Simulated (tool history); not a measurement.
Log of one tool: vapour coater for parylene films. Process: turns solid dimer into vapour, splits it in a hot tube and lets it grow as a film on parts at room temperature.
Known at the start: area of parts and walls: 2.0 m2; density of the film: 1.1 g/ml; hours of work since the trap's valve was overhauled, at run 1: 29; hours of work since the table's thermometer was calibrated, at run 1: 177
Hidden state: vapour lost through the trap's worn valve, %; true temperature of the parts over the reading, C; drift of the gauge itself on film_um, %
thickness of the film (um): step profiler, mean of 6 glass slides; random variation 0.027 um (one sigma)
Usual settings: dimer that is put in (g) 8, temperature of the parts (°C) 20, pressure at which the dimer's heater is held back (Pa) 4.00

| run | hour | dimer that is put in (g) | temperature of the parts (°C) | pressure at which the dimer's heater is held back (Pa) | hours of work since the trap's valve was overhauled | hours of work since the table's thermometer was calibrated | thickness of the film (um) |
|---|---|---|---|---|---|---|---|
| 1 | 0.0 | 8 | 20 | 4.00 | 29 | 177 | 2.31 |
| 2 | 11.8 | 8 | 20 | 4.00 | 39 | 186 | 2.30 |
| 3 | 18.4 | 8 | 20 | 4.41 | 44 | 192 | 2.29 |
| 4 | 33.5 | 8 | 20 | 3.40 | 56 | 204 | 2.32 |
| 5 | 45.5 | 4 | 20 | 3.40 | 66 | 214 | 1.18 |
| 6 | 57.8 | 4 | 20 | 5.35 | 76 | 224 | 1.12 |
| 7 | 71.7 | 4 | 20 | 3.72 | 87 | 235 | 1.17 |
| 8 | 86.2 | 4 | 20 | 2.25 | 99 | 246 | 1.17 |
| 9 | 101.3 | 4 | 20 | 2.25 | 111 | 259 | 1.16 |
| 10 | 115.3 | 4 | 20 | 2.25 | 122 | 270 | 1.12 |
| 11 | 124.9 | 12 | 20 | 9.49 | 130 | 278 | 3.28 |
| 12 | 132.6 | 12 | 14 | 9.49 | 136 | 284 | 4.21 |
| 13 | 146.9 | 12 | 20 | 5.09 | 148 | 295 | 3.32 |
| 14 | 162.0 | 12 | 20 | 5.09 | 160 | 307 | 3.30 |

5 ways to go on from here, each from the tool as it stands after run 14. What would each give?
| A | 173.2 | 11 | 20 | 9.01 | 169 | 316 | ? |
| B | 173.2 | 8 | 13 | 7.62 | 169 | 316 | ? |
| C | 173.2 | 8 | 20 | 5.09 | 169 | 316 | ? |
| D | 173.2 | 12 | 20 | 5.28 | 169 | 316 | ? |
| E | 173.2 | 5 | 28 | 7.65 | 169 | 316 | ? |

| run | thickness of the film (um) |
|---|---|
| A | 2.94 |
| B | 2.99 |
| C | 2.21 |
| D | 3.25 |
| E | 0.93 |
Without the tool's hidden state the same runs would have given:
| run | thickness of the film (um) |
|---|---|
| A | 3.03 |
| B | 3.08 |
| C | 2.28 |
| D | 3.35 |
| E | 0.96 |
